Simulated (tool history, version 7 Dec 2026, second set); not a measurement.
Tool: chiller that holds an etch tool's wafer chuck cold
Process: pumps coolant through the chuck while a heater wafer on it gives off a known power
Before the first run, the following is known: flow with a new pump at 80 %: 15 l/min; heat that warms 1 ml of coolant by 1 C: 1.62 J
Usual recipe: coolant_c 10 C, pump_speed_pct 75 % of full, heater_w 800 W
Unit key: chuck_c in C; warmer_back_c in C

Run 1, day 0: usual settings. Result: chuck_c 19 C, warmer_back_c 2.23 C.
Run 2, day 2.358: usual settings. Result: chuck_c 19 C, warmer_back_c 2.24 C.
Run 3, day 3.758: usual settings. Result: chuck_c 18.9 C, warmer_back_c 2.25 C.
Run 4, day 4.95: usual settings but pump_speed_pct 98 % of full. Result: chuck_c 17.2 C, warmer_back_c 1.66 C.
Run 5, day 6.1: usual settings but coolant_c 14 C, pump_speed_pct 98 % of full. Result: chuck_c 21.1 C, warmer_back_c 1.67 C.
Run 6, day 7.5: usual settings but coolant_c 14 C, pump_speed_pct 98 % of full. Result: chuck_c 21.1 C, warmer_back_c 1.7 C.
Run 7, day 8.9: usual settings but heater_w 872 W. Result: chuck_c 19.9 C, warmer_back_c 2.46 C.
Run 8, day 10.271: usual settings but heater_w 401 W. Result: chuck_c 14.8 C, warmer_back_c 1.14 C.
Run 9, day 11.775: usual settings but coolant_c 12 C. Result: chuck_c 21.2 C, warmer_back_c 2.26 C.
Run 10, day 13.129: usual settings but coolant_c 12 C. Result: chuck_c 21 C, warmer_back_c 2.28 C.
Run 11, day 15.45: usual settings but coolant_c 12 C. Result: chuck_c 21.3 C, warmer_back_c 2.25 C.
Run 12, day 18.125: usual settings. Result: chuck_c 19.1 C, warmer_back_c 2.28 C.
Run 13, day 19.788: usual settings. Result: chuck_c 19.2 C, warmer_back_c 2.25 C.
Run 14, day 21.883: usual settings but heater_w 694 W. Result: chuck_c 18.1 C, warmer_back_c 1.96 C.

What will run 15 give?
Run 15, day 24.542: usual settings but heater_w 694 W. Result: chuck_c ?, warmer_back_c ?.

chuck_c: 18 C
warmer_back_c: 2 C
Minus the tool's unlogged condition, the same run would have read chuck_c 16.4 C, warmer_back_c 1.86 C.

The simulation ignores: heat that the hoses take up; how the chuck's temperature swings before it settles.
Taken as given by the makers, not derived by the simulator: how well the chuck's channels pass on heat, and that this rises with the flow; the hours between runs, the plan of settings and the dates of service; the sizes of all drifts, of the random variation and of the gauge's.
